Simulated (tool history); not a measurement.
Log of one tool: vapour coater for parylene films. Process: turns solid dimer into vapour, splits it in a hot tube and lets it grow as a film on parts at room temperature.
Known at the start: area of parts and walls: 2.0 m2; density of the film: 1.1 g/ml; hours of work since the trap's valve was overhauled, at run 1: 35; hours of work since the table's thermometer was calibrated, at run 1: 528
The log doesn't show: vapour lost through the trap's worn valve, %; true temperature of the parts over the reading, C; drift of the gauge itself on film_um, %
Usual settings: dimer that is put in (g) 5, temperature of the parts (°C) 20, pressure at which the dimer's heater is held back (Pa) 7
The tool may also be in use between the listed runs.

| run | hour | dimer that is put in (g) | temperature of the parts (°C) | pressure at which the dimer's heater is held back (Pa) | hours of work since the trap's valve was overhauled | hours of work since the table's thermometer was calibrated | thickness of the film (um) |
|---|---|---|---|---|---|---|---|
| 1 | 0 | 5 | 20 | 7 | 35 | 528 | 1.42 |
| 2 | 35.1 | 5 | 20 | 11.1 | 50 | 542 | 1.31 |
| 3 | 66.2 | 6 | 20 | 7 | 63 | 555 | 1.69 |
| 4 | 103.9 | 6 | 20 | 7 | 78 | 571 | 1.69 |
| 5 | 124.1 | 6 | 20 | 7 | 87 | 579 | 1.67 |
| 6 | 163.4 | 6 | 20 | 7.34 | 103 | 596 | 1.63 |
| 7 | 195.6 | 6 | 20 | 5.54 | 116 | 609 | 1.7 |
| 8 | 232.4 | 3 | 20 | 5.54 | 132 | 624 | 0.82 |
| 9 | 250.3 | 3 | 17 | 5.54 | 139 | 631 | 0.91 |
| 10 | 284.7 | 6 | 20 | 7 | 153 | 646 | 1.61 |
| 11 | 320.9 | 5 | 20 | 9.36 | 168 | 661 | 1.28 |
| 12 | 341.4 | 5 | 20 | 9.36 | 177 | 669 | 1.27 |
| 13 | 365.1 | 5 | 20 | 7 | 186 | 679 | 1.32 |
| 14 | 386.6 | 5 | 20 | 3.79 | 195 | 688 | 1.46 |
| 15 | 413.1 | 5 | 20 | 3.79 | 206 | 699 | 1.44 |
| 16 | 451.3 | 5 | 20 | 5.22 | 222 | 715 | 1.34 |
| 17 | 490 | 5 | 20 | 5.22 | 238 | 731 | 1.34 |
| 18 | 532 | 5 | 20 | 7 | 256 | 748 | 1.27 |
| 19 | 567 | 5 | 31 | 7 | 270 | 762 | 0.97 |
| 20 | 590.4 | 5 | 31 | 7 | 280 | 772 | 0.97 |
| 21 | 630.2 | 5 | 22 | 7 | 296 | 789 | 1.16 |
|  | 657 | trap's valve overhauled |
| 22 | 673 | 5 | 22 | 7 | 7 | 805 | 1.37 |
| 23 | 709.4 | 5 | 20 | 11.28 | 22 | 820 | 1.34 |
| 24 | 734.7 | 5 | 20 | 11.28 | 32 | 830 | 1.32 |
| 25 | 770.7 | 2 | 24 | 11.28 | 47 | 845 | 0.48 |
| 26 | 798.6 | 2 | 24 | 11.28 | 59 | 857 | 0.47 |
| 27 | 829.8 | 7 | 15 | 8.25 | 72 | 870 | 2.16 |
| 28 | 848.5 | 6 | 21 | 8.25 | 79 | 877 | 1.62 |
| 29 | 886.6 | 3 | 26 | 7 | 95 | 893 | 0.74 |
| 30 | 910.7 | 2 | 12 | 5.83 | 105 | 903 | 0.68 |
| 31 | 949.3 | 2 | 12 | 5.83 | 121 | 919 | 0.67 |
| 32 | 977.3 | 8 | 32 | 4.19 | 133 | 931 | 1.81 |
| 33 | 1019.9 | 8 | 32 | 4.19 | 150 | 948 | 1.79 |
| 34 | 1043.7 | 6 | 24 | 5.59 | 160 | 958 | 1.5 |
| 35 | 1073.5 | 3 | 24 | 6.95 | 172 | 970 | 0.73 |
| 36 | 1094.8 | 2 | 22 | 9.26 | 181 | 979 | 0.5 |
| 37 | 1122.7 | 4 | 18 | 9.26 | 193 | 991 | 1.08 |
| 38 | 1152.7 | 2 | 31 | 9.26 | 205 | 1003 | 0.4 |
| 39 | 1188.8 | 4 | 17 | 4.05 | 220 | 1018 | 1.22 |
| 40 | 1225.6 | 5 | 12 | 7 | 235 | 1033 | 1.56 |
| 41 | 1257.3 | 7 | 16 | 2.78 | 248 | 1046 | 2.26 |
| 42 | 1296.9 | 3 | 20 | 8.83 | 265 | 1063 | 0.73 |
| 43 | 1324.7 | 8 | 15 | 4.96 | 276 | 1074 | 2.39 |
| 44 | 1343.2 | 8 | 15 | 4.96 | 284 | 1082 | 2.37 |
| 45 | 1369.8 | 3 | 14 | 3.11 | 295 | 1093 | 0.97 |
| 46 | 1393.5 | 2 | 16 | 10.99 | 305 | 1103 | 0.52 |

4 ways to go on from here, each from the tool as it stands after run 46. What would each give?
|  | 1400.7 | trap's valve overhauled |
| A | 1416.7 | 2 | 14 | 10.99 | 7 | 1111 | ? |
|  | 1400.7 | trap's valve overhauled |
| B | 1416.7 | 5 | 21 | 11.78 | 7 | 1111 | ? |
|  | 1400.7 | trap's valve overhauled |
| C | 1416.7 | 5 | 16 | 2.38 | 7 | 1111 | ? |
|  | 1400.7 | trap's valve overhauled |
| D | 1416.7 | 3 | 31 | 4.66 | 7 | 1111 | ? |

| run | thickness of the film (um) |
|---|---|
| A | 0.62 |
| B | 1.29 |
| C | 1.87 |
| D | 0.73 |
Without the tool's hidden state the same runs would have given:
| run | thickness of the film (um) |
|---|---|
| A | 0.62 |
| B | 1.28 |
| C | 1.85 |
| D | 0.72 |

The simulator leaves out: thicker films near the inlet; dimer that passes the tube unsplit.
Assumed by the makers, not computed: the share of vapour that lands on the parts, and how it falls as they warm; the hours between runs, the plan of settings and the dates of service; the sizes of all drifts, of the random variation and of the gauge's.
